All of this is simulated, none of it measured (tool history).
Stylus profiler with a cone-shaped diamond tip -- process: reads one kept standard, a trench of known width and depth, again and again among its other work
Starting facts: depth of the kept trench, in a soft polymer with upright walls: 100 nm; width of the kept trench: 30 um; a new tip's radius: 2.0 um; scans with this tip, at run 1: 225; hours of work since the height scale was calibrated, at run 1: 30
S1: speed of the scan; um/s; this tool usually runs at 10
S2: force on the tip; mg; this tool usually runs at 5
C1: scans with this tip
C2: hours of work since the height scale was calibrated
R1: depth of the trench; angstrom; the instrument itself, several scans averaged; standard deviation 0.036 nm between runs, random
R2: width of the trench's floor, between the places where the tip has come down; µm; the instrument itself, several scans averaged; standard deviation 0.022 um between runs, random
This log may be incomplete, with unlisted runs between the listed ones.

run,hour,S1,S2,C1,C2,R1,R2
1,0,10,5,225,30,1021.6,28.71
2,27.8,5,5,375,49,1020.2,28.75
3,41.6,5,5,450,59,1020.8,28.75
4,68.8,10,2.82,597,78,1014.9,28.71
5,84.3,10,2.82,681,90,1014.3,28.73
6,108.9,10,4.36,814,107,1019.7,28.72
7,126.4,10,4.36,908,119,1020,28.73
# hour 129.3: height scale calibrated on a step standard
8,146,10,4.36,1012,12,1020.1,28.67
9,165.9,10,4.36,1119,26,1020.4,28.73
10,183.4,10,4.36,1214,39,1019.5,28.73

The same runs without the tool's hidden state, with the same run-to-run variation:
Hidden state at play: radius of the tip, um; height scale over the true one, %; drift of the gauge itself on depth_nm, %; drift of the gauge itself on floor_um, %.
run,R1
1,1021.5
2,1020
3,1020.6
4,1014.5
5,1013.9
6,1019.2
7,1019.4
8,1019.4
9,1019.5
10,1018.6
For R2, the value without the hidden state is never more than 0.02 µm from the measured value.

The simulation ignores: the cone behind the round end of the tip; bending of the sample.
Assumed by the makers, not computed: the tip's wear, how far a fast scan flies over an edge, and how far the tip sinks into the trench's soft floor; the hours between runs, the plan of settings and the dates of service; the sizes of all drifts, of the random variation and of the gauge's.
